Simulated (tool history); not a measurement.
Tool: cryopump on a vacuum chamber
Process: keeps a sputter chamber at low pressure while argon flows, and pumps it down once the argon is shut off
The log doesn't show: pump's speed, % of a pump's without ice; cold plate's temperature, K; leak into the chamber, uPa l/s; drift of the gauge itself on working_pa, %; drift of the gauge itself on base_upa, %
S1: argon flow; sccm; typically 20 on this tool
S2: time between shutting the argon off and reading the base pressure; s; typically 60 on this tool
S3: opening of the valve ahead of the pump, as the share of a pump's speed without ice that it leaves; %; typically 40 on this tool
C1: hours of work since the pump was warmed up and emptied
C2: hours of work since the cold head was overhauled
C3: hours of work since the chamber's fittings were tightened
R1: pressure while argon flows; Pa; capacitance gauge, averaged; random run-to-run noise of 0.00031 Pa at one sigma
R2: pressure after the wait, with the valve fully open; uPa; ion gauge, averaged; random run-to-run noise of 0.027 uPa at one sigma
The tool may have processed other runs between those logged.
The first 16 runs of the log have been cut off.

run,hour,S1,S2,S3,C1,C2,C3,R1,R2
17,182.6,20,60,40,269,269,743,0.037,1.5
18,197.3,10,60,57,280,280,754,0.0129,1.55
19,212.6,10,60,16,291,291,765,0.0456,1.5
20,221,10,60,16,298,298,772,0.0454,1.57
21,236.5,10,60,16,309,309,783,0.0455,1.56
22,248.3,10,60,16,318,318,792,0.0459,1.5
23,257.3,10,60,16,324,324,798,0.0453,1.61
24,266.4,10,130,59,331,331,805,0.0132,0.99
25,274.2,20,283,19,337,337,811,0.0776,0.71
26,282.8,20,24,49,343,343,817,0.0305,3.1
27,293.7,28,119,22,351,351,825,0.0932,1.08
28,306.8,16,66,52,361,361,835,0.0227,1.45
29,314.4,22,60,30,366,366,840,0.0536,1.6

What does the tool deliver on the next run?
30,324.5,16,117,56,374,374,848,?,?

{"run 30": {"R1": 0.0217, "R2": 1.03}}
Were there no unlogged condition in the tool, this run, its random variation unchanged, would have produced R1 0.0209 Pa, R2 0.64 uPa.

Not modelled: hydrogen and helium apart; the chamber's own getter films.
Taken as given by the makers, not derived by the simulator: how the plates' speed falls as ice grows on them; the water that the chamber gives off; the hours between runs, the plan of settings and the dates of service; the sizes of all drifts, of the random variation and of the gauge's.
